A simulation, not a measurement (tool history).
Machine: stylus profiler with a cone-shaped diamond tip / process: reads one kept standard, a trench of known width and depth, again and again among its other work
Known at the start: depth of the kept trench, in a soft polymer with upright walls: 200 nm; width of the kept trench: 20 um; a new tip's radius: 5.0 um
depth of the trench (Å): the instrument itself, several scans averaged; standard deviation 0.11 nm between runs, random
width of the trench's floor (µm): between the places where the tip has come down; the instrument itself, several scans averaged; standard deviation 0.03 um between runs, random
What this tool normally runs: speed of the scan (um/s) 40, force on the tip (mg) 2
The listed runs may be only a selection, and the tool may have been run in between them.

run   hour  speed of the scan (um/s)  force on the tip (mg)  depth of the trench (Å)  width of the trench's floor (µm)
  1      0                        40                      2                   2022.5                             16.92
  2    6.8                        40                      2                   2023.5                              16.9
  3     15                        16                      2                   2020.9                             16.97
  4   29.7                        10                      2                   2022.8                             16.99
  5   38.7                        40                      2                   2022.6                             16.86
  6   52.4                        40                      2                   2021.4                             16.83
  7   59.7                        40                      2                   2023.6                             16.81
  8   68.6                        40                      2                   2023.8                             16.85
  9   79.5                        40                   3.63                   2034.7                             16.88
 10   86.3                        40                   3.63                   2033.8                             16.91
 11   96.9                       140                      2                   2022.6                             16.53
 12  103.9                        46                      2                   2022.2                             16.86
 13  114.1                        46                      2                   2020.2                             16.82
 14  125.9                        46                      2                   2023.5                             16.86
 15  140.4                        40                      2                   2022.5                              16.9
 16  152.3                        40                      2                   2024.7                             16.88
 17  162.7                        40                   0.82                   2014.2                             16.77
 18  170.7                        15                      2                   2022.6                             16.92
 19  183.1                       159                      2                   2023.5                             16.41
 20  197.1                       159                      2                   2023.5                             16.35
 21  209.4                        40                      2                   2021.9                             16.88
 22  217.3                        85                   4.22                   2040.5                             16.76
 23  226.7                        20                   3.79                     2033                             17.01
 24    238                        29                   2.75                     2027                             16.87
 25  252.8                        82                   2.02                   2021.9                             16.72
 26  262.4                       121                   2.71                   2026.7                             16.57
 27  275.8                        37                   1.47                   2019.1                             16.84
 28  283.8                        24                   3.64                   2035.6                             16.89
 29  290.8                        70                   1.73                     2020                             16.69

What does the tool deliver on the next run?
 30  298.9                        70                   1.73                        ?                                 ?

{"run 30": {"depth of the trench (Å)": 2020.3, "width of the trench's floor (µm)": 16.74}}
If the tool had no hidden condition, the same run with the same run-to-run variation would have returned depth of the trench (Å) 2019.2, width of the trench's floor (µm) 16.96.
